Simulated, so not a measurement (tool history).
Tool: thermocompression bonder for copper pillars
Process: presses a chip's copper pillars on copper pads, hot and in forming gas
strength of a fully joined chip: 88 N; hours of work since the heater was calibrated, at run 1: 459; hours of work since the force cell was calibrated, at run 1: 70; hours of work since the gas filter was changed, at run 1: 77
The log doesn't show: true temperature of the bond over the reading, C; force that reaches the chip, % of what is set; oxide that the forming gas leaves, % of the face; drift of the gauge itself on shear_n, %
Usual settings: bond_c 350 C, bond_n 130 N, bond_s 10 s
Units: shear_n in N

| run | day | bond_c | bond_n | bond_s | hours of work since the heater was calibrated | hours of work since the force cell was calibrated | hours of work since the gas filter was changed | shear_n |
|---|---|---|---|---|---|---|---|---|
| 1 | 0.000 | 350 | 130 | 10 | 459 | 70 | 77 | 57.2 |
| 2 | 0.254 | 350 | 130 | 10 | 463 | 73 | 81 | 58.1 |
| 3 | 0.700 | 350 | 83 | 10 | 469 | 80 | 88 | 41.9 |
| 4 | 0.929 | 350 | 83 | 10 | 473 | 84 | 92 | 42.7 |
| 5 | 1.175 | 350 | 130 | 10 | 477 | 88 | 96 | 58.4 |
| 6 | 1.675 | 332 | 130 | 10 | 485 | 96 | 103 | 50.4 |
| 7 | 1.983 | 345 | 130 | 10 | 489 | 100 | 108 | 56.1 |
| 8 | 2.242 | 345 | 130 | 10 | 493 | 104 | 112 | 55.6 |
| 9 | 2.625 | 345 | 130 | 10 | 499 | 110 | 118 | 55.8 |
| 10 | 3.071 | 345 | 130 | 10 | 506 | 117 | 125 | 56.7 |
| 11 | 3.592 | 350 | 130 | 10 | 514 | 125 | 133 | 58.1 |
| 12 | 3.908 | 350 | 130 | 10 | 519 | 130 | 138 | 55.8 |
| 13 | 4.296 | 350 | 130 | 10 | 525 | 136 | 144 | 58.5 |
| 14 | 4.567 | 350 | 130 | 6 | 530 | 141 | 149 | 50.4 |
| 15 | 4.983 | 350 | 130 | 10 | 536 | 147 | 155 | 57.8 |
|  | 5.200 | forming gas filter changed |
| 16 | 5.275 | 362 | 125 | 8 | 540 | 151 | 1 | 57.3 |
| 17 | 5.754 | 331 | 87 | 22 | 548 | 159 | 9 | 48.8 |
| 18 | 6.142 | 374 | 87 | 22 | 554 | 165 | 15 | 67.2 |
| 19 | 6.421 | 339 | 87 | 18 | 558 | 169 | 19 | 48.6 |
| 20 | 6.888 | 339 | 87 | 18 | 565 | 176 | 26 | 49.0 |

Forecast run 21:
| 21 | 7.096 | 349 | 130 | 14 | 569 | 180 | 30 | ? |

shear_n: 63.2 N
Without the tool's hidden state the same run would have given shear_n 63.2 N.
